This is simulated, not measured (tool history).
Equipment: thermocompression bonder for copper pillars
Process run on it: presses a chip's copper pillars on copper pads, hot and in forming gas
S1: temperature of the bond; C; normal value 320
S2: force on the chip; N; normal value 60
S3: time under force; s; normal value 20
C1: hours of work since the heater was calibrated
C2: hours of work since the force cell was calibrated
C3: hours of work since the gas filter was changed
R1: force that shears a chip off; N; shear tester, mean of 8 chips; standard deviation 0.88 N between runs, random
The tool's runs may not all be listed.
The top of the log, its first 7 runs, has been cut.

Run 8, hour 37.2: usual settings but S1 310 C; C1 849; C2 228; C3 163. Result: R1 90.7 N.
Run 9, hour 44.3: usual settings but S1 310 C; C1 854; C2 233; C3 168. Result: R1 91.4 N.
Run 10, hour 48.2: usual settings but S1 310 C; C1 856; C2 235; C3 170. Result: R1 90.5 N.
Run 11, hour 54.0: usual settings but S1 310 C; C1 860; C2 239; C3 174. Result: R1 91.0 N.
Run 12, hour 61.7: usual settings; C1 865; C2 244; C3 179. Result: R1 100.7 N.
Run 13, hour 69.6: usual settings but S3 29 s; C1 870; C2 249; C3 184. Result: R1 108.7 N.
Run 14, hour 73.4: usual settings but S3 29 s; C1 872; C2 251; C3 186. Result: R1 110.3 N.
Run 15, hour 81.6: usual settings but S3 29 s; C1 878; C2 257; C3 192. Result: R1 107.7 N.
Run 16, hour 89.4: usual settings but S1 291 C, S3 29 s; C1 883; C2 262; C3 197. Result: R1 83.9 N.
At hour 92.1: heater calibrated with a thermocouple chip.
Run 17, hour 96.5: usual settings but S1 337 C, S3 18 s; C1 3; C2 265; C3 200. Result: R1 112.8 N.
Run 18, hour 100.8: usual settings but S1 337 C, S3 18 s; C1 6; C2 268; C3 203. Result: R1 113.0 N.
Run 19, hour 107.8: usual settings but S1 332 C; C1 10; C2 272; C3 207. Result: R1 112.2 N.
At hour 118.0: heater calibrated with a thermocouple chip, once more.
Run 20, hour 118.1: usual settings but S1 332 C; C1 0; C2 277; C3 212. Result: R1 103.3 N.
Run 21, hour 126.5: usual settings but S1 328 C, S3 39 s; C1 5; C2 283; C3 218. Result: R1 113.9 N.
Run 22, hour 131.9: usual settings but S1 323 C, S2 65 N; C1 9; C2 286; C3 221. Result: R1 101.9 N.
Run 23, hour 140.2: usual settings but S1 338 C, S2 64 N, S3 11 s; C1 14; C2 291; C3 226. Result: R1 97.4 N.
Run 24, hour 148.9: usual settings but S1 338 C, S2 64 N, S3 11 s; C1 20; C2 297; C3 232. Result: R1 98.7 N.
Run 25, hour 153.5: usual settings but S2 37 N, S3 44 s; C1 23; C2 300; C3 235. Result: R1 77.0 N.
Run 26, hour 162.4: usual settings but S2 37 N, S3 44 s; C1 28; C2 306; C3 241. Result: R1 76.6 N.
Run 27, hour 167.2: usual settings but S1 341 C, S2 50 N, S3 19 s; C1 31; C2 309; C3 244. Result: R1 96.5 N.
At hour 173.6: forming gas filter changed.
Run 28, hour 175.1: usual settings but S1 341 C, S2 50 N, S3 19 s; C1 36; C2 313; C3 1. Result: R1 100.2 N.
Run 29, hour 181.7: usual settings but S1 341 C, S2 50 N, S3 19 s; C1 40; C2 318; C3 5. Result: R1 100.6 N.
Run 30, hour 188.9: usual settings but S1 341 C, S2 50 N, S3 19 s; C1 45; C2 322; C3 10. Result: R1 99.6 N.

Each row is a separate what-if for the run after 30, all from the same tool condition, not one after another. Results?
Run A, hour 196.5: usual settings but S1 341 C, S2 42 N, S3 11 s; C1 50; C2 327; C3 15. Result: R1 ?.
Run B, hour 196.5: usual settings but S1 341 C, S2 50 N, S3 55 s; C1 50; C2 327; C3 15. Result: R1 ?.
Run C, hour 196.5: usual settings but S1 341 C, S2 53 N, S3 13 s; C1 50; C2 327; C3 15. Result: R1 ?.

run     R1
  A   72.7
  B  124.0
  C   95.7
Had the tool no hidden state, the same runs would have come out as:
run     R1
  A   74.2
  B  125.4
  C   97.3
